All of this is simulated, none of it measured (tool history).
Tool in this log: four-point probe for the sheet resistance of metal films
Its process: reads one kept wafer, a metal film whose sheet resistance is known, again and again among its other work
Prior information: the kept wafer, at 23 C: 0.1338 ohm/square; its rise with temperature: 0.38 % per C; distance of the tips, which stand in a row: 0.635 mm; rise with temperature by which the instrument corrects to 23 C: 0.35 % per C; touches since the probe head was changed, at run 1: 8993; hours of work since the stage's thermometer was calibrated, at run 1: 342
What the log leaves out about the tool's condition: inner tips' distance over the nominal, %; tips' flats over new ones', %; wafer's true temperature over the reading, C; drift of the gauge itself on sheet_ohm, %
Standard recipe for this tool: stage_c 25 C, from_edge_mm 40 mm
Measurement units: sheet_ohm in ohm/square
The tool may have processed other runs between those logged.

run   hour  stage_c  from_edge_mm  touches since the probe head was changed  hours of work since the stage's thermometer was calibrated  sheet_ohm
  1      0       25            40                                      8993                                                         342   0.133907
  2   12.8       24            40                                      9462                                                         347   0.133925
  3   21.6       25             6                                      9781                                                         351   0.134763
  4   36.9       21             6                                     10338                                                         358    0.13461
  5     53       21             6                                     10929                                                         364   0.134606
  6   62.1       25            40                                     11259                                                         368   0.133976
  7   76.2       25            40                                     11776                                                         374   0.133979
  8   84.6       25            40                                     12082                                                         378   0.133975
  9     97       25            40                                     12535                                                         383   0.133989
 10  112.8       26            40                                     13112                                                         390   0.134022
 11  126.9       26            40                                     13625                                                         396    0.13404
 12  138.8       26            40                                     14058                                                         401    0.13405
 13  152.9       26            40                                     14573                                                         407   0.134026
 14  166.3       26            40                                     15065                                                         412    0.13405
 15  179.2       25            47                                     15534                                                         418    0.13403
 16  191.5       25            47                                     15982                                                         423   0.133982
 17  201.3       25            20                                     16342                                                         427    0.13407
 18  211.8       25            20                                     16725                                                         432   0.134081
 19  225.9       25            20                                     17238                                                         438   0.134072
 20  241.5       25            20                                     17809                                                         444   0.134051
 21  254.1       25            20                                     18270                                                         450   0.134075
 22    261       25            40                                     18520                                                         452   0.134045
 23  277.6       27            28                                     19125                                                         459    0.13412
 24  293.2       32             5                                     19695                                                         466   0.135464
 25  303.6       24             6                                     20074                                                         470   0.134815
 26  316.1       24             8                                     20531                                                         476    0.13444
 27  327.7       24             8                                     20956                                                         481   0.134451
 28  340.6       20             4                                     21427                                                         486   0.135647
 29  348.9       30            63                                     21727                                                         490   0.134241
 30    362       34            48                                     22206                                                         495   0.134418
 31  378.1       22             7                                     22796                                                         502   0.134524
 32  390.7       22            26                                     23256                                                         507    0.13399
 33  402.9       23             9                                     23702                                                         513   0.134358
 34  418.8       26            23                                     24283                                                         519   0.134171
 35  432.9       21            17                                     24797                                                         525   0.134022
 36  446.7       19            17                                     25299                                                         531   0.133911
 37  455.8       23            50                                     25630                                                         535   0.134039
 38  468.3       23            50                                     26089                                                         540    0.13401
 39  481.4       24            40                                     26565                                                         546   0.134021
 40  493.3       24            40                                     27000                                                         551   0.134053
 41  506.5       24            40                                     27482                                                         556   0.134084
 42  522.8       27            40                                     28079                                                         563   0.134239
 43  530.8       18            63                                     28370                                                         567   0.133793
 44    546       18            63                                     28925                                                         573   0.133773

For some of the steps in sheet_ohm from one run to the next: how much would appear even if the tool had no hidden state, given the settings, what came in and random variation, and how much remains for the hidden state plus any gauge scatter that the measured result and the result without hidden state don't share?
Run 10 -> 11: settings left as they were, no log entry in between. sheet_ohm +0.000018 ohm/square: hidden state +0.000005, all else +0.000013.
Run 23 -> 24: stage_c 27 -> 32, from_edge_mm 28 -> 5. sheet_ohm +0.001344 ohm/square: hidden state +0.000008, all else +0.001336.
Run 27 -> 28: stage_c 24 -> 20, from_edge_mm 8 -> 4. sheet_ohm +0.001196 ohm/square: hidden state +0.000002, all else +0.001194.
Run 28 -> 29: stage_c 20 -> 30, from_edge_mm 4 -> 63. sheet_ohm -0.001406 ohm/square: hidden state +0.000005, all else -0.001411.
Run 41 -> 42: stage_c 24 -> 27. sheet_ohm +0.000155 ohm/square: hidden state +0.000007, all else +0.000148.

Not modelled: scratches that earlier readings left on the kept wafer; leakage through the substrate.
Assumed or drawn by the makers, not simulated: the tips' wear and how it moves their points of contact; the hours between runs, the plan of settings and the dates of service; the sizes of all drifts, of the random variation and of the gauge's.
